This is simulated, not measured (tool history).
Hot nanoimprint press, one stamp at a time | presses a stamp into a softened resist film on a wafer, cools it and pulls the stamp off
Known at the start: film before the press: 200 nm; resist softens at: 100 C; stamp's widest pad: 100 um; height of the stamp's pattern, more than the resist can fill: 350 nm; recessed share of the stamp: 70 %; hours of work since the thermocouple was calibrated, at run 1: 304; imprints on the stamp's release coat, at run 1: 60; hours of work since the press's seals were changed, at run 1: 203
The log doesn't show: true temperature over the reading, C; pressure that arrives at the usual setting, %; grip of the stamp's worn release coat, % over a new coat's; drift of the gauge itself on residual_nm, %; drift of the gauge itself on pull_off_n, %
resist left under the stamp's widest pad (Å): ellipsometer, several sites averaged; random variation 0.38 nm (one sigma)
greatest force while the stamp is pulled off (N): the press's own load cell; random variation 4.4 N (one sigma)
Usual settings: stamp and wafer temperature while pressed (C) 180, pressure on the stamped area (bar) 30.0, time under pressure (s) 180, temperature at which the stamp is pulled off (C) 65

run	day	stamp and wafer temperature while pressed (C)	pressure on the stamped area (bar)	time under pressure (s)	temperature at which the stamp is pulled off (C)	hours of work since the thermocouple was calibrated	imprints on the stamp's release coat	hours of work since the press's seals were changed	resist left under the stamp's widest pad (Å)	greatest force while the stamp is pulled off (N)
1	0.000	180	30.0	180	65	304	60	203	721	215
2	0.467	180	30.0	108	65	313	118	211	890	211
3	0.750	180	30.0	108	65	317	154	216	891	219
4	1.229	180	30.0	180	65	326	214	224	727	224
5	1.521	180	30.0	180	65	331	250	229	728	226
6	1.812	180	30.0	180	65	336	286	234	721	230
7	2.346	184	30.0	180	65	345	353	243	649	238
8	2.775	184	30.0	180	65	352	406	251	643	242
9	3.029	180	30.0	223	65	357	438	255	655	237
10	3.467	180	30.0	223	65	364	493	263	657	249
11	3.846	180	30.0	96	65	371	541	269	930	240
12	4.217	180	30.0	96	65	377	587	275	927	254
13	4.729	180	41.8	180	65	386	651	284	615	256
14	4.954	168	41.8	180	65	390	679	288	886	256
15	5.192	168	41.8	321	65	394	709	292	707	258
16	5.721	168	41.8	321	65	403	775	301	695	262
17	6.088	191	30.0	236	71	409	821	308	474	220

Run 18 comes next. What will it give?
18	6.533	180	28.7	106	65	417	877	315	?	?

resist left under the stamp's widest pad (Å): 907
greatest force while the stamp is pulled off (N): 261
Without the tool's hidden state the same run would have given resist left under the stamp's widest pad (Å) 939, greatest force while the stamp is pulled off (N) 210.

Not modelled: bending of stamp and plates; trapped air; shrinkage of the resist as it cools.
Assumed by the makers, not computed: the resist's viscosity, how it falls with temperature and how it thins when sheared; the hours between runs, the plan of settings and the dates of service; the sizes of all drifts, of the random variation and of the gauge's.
